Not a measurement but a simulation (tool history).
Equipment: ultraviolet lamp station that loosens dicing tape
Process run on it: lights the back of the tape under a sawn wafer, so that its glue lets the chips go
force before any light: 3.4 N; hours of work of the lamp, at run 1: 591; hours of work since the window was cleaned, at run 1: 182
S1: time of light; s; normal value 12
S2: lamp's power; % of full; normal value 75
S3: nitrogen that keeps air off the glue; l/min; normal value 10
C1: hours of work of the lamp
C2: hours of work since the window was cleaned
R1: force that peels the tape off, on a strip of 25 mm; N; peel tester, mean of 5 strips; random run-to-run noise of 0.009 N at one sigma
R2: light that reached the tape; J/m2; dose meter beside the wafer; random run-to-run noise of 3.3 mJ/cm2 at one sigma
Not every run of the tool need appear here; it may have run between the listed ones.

run	hour	S1	S2	S3	C1	C2	R1	R2
1	0.0	12	75	10	591	182	0.516	4360
2	37.2	14	75	10	618	209	0.399	5070
3	68.2	12	75	4	641	232	0.765	4260
4	106.4	12	75	4	669	260	0.766	4230
5	147.6	12	75	5	699	290	0.702	4230
6	167.6	12	75	5	714	304	0.689	4180
7	197.9	12	75	10	736	327	0.559	4100
8	219.1	12	97	10	751	342	0.368	5220
9	245.9	12	97	10	771	362	0.388	5230
10	269.2	10	97	10	788	379	0.502	4310
11	292.9	12	75	10	805	396	0.531	3950
12	327.3	12	75	10	830	421	0.581	3880
# hour 331.7: window cleaned of glue's vapour
13	370.0	12	91	10	861	28	0.480	4300
14	395.1	12	73	17	880	46	0.565	3420
# hour 403.1: window cleaned of glue's vapour, once more
15	419.1	17	75	16	897	12	0.276	5980
16	456.3	17	75	16	924	39	0.282	5950
17	503.9	17	75	16	959	74	0.284	5820
18	550.4	7	65	10	993	108	1.237	2080
19	592.3	7	65	10	1023	138	1.272	2040
20	629.4	10	64	10	1050	165	0.898	2830
21	650.0	12	90	10	1066	181	0.451	4670
22	693.6	18	75	10	1097	212	0.346	5730
23	719.2	18	96	10	1116	231	0.254	7270
24	742.2	18	96	10	1133	248	0.256	7230
25	767.8	18	96	19	1152	267	0.238	7180

Consider 4 possible next runs. They are alternatives, not a sequence: every one starts from the tool as it was left by run 25. What does each give?
A	800.4	22	92	4	1176	291	?	?
B	800.4	20	85	6	1176	291	?	?
C	800.4	11	75	10	1176	291	?	?
D	800.4	12	84	4	1176	291	?	?

run	R1	R2
A	0.299	8290
B	0.322	6960
C	0.689	3330
D	0.772	4130
Without the tool's hidden state the same runs would have given:
run	R1	R2
A	0.215	11920
B	0.225	10010
C	0.414	4800
D	0.468	5960
